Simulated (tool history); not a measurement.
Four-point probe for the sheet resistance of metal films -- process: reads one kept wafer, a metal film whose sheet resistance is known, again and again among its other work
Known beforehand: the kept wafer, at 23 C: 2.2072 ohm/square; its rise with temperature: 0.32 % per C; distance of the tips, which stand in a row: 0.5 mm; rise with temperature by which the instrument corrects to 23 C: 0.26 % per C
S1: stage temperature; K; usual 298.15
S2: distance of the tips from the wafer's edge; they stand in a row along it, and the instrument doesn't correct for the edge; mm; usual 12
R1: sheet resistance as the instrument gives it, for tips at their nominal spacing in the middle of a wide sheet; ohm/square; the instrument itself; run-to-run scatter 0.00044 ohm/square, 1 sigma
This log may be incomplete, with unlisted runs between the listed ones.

| run | hour | S1 | S2 | R1 |
|---|---|---|---|---|
| 1 | 0 | 298.15 | 12 | 2.218947 |
| 2 | 25.4 | 298.15 | 12 | 2.219465 |
| 3 | 62.4 | 298.15 | 12 | 2.218744 |
| 4 | 85.7 | 298.15 | 9 | 2.220899 |
| 5 | 109.9 | 295.15 | 12 | 2.216216 |
| 6 | 128.6 | 298.15 | 12 | 2.219758 |
| 7 | 155.9 | 298.15 | 12 | 2.220254 |
| 8 | 199.3 | 300.15 | 4 | 2.239361 |
|  | 224.8 | stage's thermometer calibrated |
| 9 | 232 | 300.15 | 4 | 2.243641 |
| 10 | 263.2 | 304.15 | 22 | 2.229837 |
| 11 | 287 | 299.15 | 22 | 2.22341 |
| 12 | 322.5 | 300.15 | 69 | 2.224499 |
| 13 | 346.9 | 291.15 | 3 | 2.245661 |

Each row is a separate what-if for the run after 13, all from the same tool condition, not one after another. Results?
| A | 385.2 | 303.15 | 10 | ? |
| B | 385.2 | 291.15 | 72 | ? |
| C | 385.2 | 292.15 | 15 | ? |
| D | 385.2 | 294.15 | 4 | ? |
| E | 385.2 | 299.15 | 3 | ? |

| run | R1 |
|---|---|
| A | 2.23084 |
| B | 2.213728 |
| C | 2.215654 |
| D | 2.23615 |
| E | 2.256443 |
With the hidden condition removed and each run's random variation left untouched, the same runs would have given:
| run | R1 |
|---|---|
| A | 2.21822 |
| B | 2.201212 |
| C | 2.203127 |
| D | 2.223514 |
| E | 2.243695 |

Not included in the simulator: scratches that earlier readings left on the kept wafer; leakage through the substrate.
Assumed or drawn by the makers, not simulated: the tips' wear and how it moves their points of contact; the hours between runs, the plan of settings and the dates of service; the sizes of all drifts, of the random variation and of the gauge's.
